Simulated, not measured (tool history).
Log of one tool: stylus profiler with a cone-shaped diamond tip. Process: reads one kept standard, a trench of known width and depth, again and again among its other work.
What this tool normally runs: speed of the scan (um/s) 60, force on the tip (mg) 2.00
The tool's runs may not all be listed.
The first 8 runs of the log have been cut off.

run,hour,speed of the scan (um/s),force on the tip (mg),scans with this tip,hours of work since the height scale was calibrated,depth of the trench (angstrom),width of the trench's floor (nm)
9,410.3,60,0.71,9594,1191,10005.2,93720
# hour 414.2: height scale calibrated on a step standard
10,440.6,60,0.71,9756,18,9968.0,93690
11,481.1,60,2.00,9975,45,10035.2,93910
12,536.7,60,2.00,10277,82,10036.5,93850
13,596.0,60,2.00,10598,122,10033.8,93750
14,639.6,60,2.00,10834,152,10034.1,93720
15,686.2,60,2.00,11087,183,10032.6,93730
16,714.2,60,2.00,11239,202,10033.0,93730
# hour 734.1: height scale calibrated on a step standard, once more
17,742.5,60,2.16,11390,6,10140.1,93630
18,779.7,17,5.56,11591,31,10261.1,93890
19,829.8,27,1.50,11862,64,10106.9,93710
20,857.0,27,1.50,12010,83,10103.9,93680
21,916.4,45,2.84,12332,123,10162.7,93610
22,978.2,49,2.43,12667,164,10145.5,93460
23,1028.8,49,2.43,12941,198,10142.7,93470
24,1092.0,43,1.20,13283,241,10084.7,93360
25,1145.6,43,1.20,13574,277,10081.6,93270

Estimate the outcome of run 26 from the log above:
26,1194.4,58,1.71,13838,310,?,?

For run 26 the tool returned depth of the trench (angstrom) 10103.5, width of the trench's floor (nm) 93260.
If the tool had no hidden condition, the same run with the same run-to-run variation would have returned depth of the trench (angstrom) 10120.0, width of the trench's floor (nm) 96200.

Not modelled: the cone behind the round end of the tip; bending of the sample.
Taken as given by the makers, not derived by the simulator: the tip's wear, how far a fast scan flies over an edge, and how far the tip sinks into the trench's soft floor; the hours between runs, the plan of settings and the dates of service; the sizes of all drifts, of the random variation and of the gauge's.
